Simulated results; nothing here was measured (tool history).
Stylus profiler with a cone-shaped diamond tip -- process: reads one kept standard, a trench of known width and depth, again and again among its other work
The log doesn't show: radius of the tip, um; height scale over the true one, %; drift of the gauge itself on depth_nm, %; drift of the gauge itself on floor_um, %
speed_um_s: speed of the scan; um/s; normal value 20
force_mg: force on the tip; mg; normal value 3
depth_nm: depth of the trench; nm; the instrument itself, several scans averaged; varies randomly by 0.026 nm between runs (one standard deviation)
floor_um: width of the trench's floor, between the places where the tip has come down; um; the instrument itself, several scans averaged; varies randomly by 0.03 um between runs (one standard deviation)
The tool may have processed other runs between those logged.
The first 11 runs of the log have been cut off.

run	hour	speed_um_s	force_mg	scans with this tip	hours of work since the height scale was calibrated	depth_nm	floor_um
12	679.1	17	1.05	6141	847	100.96	28.27
13	742.4	17	1.05	6397	882	100.97	28.33
14	798.3	17	1.05	6624	914	100.96	28.24
15	882.6	20	3	6967	961	101.9	28.3
16	944.3	20	3	7217	996	101.96	28.29
17	1038.4	20	3	7599	1048	101.93	28.3
18	1103.1	6	8.06	7862	1084	103.82	28.37
19	1145.9	6	8.06	8036	1108	103.81	28.33
# hour 1172.2: height scale calibrated on a step standard
20	1202.4	6	8.06	8263	17	103.83	28.34
21	1270.6	6	8.56	8540	55	103.96	28.32
22	1337.9	6	2.26	8813	93	101.61	28.31
23	1412	15	2.26	9114	134	101.65	28.25
24	1468	15	2.26	9341	166	101.59	28.25
25	1550.8	49	3	9677	212	101.96	28.03
26	1633.5	49	3	10013	258	101.98	28.06
27	1702.6	49	3	10293	297	101.95	27.97
28	1741.2	15	7.94	10450	319	103.78	28.32
29	1809.8	10	5.35	10729	357	102.85	28.28
30	1887	10	5.35	11042	400	102.83	28.25
31	1971.6	57	1.22	11385	448	101	27.76
32	2020.9	11	1.62	11586	475	101.26	28.2
33	2066	14	1.89	11768	500	101.34	28.17

Here are 3 independent what-if runs from the current tool condition. What would each one return?
A	2141.9	13	1.03	12077	543	?	?
B	2141.9	72	1.39	12077	543	?	?
C	2141.9	23	8.97	12077	543	?	?

run	depth_nm	floor_um
A	100.89	28.18
B	101.09	27.63
C	104.03	28.22
Without the tool's hidden state the same runs would have given:
run	depth_nm	floor_um
A	100.98	28.51
B	101.18	27.96
C	104.12	28.55
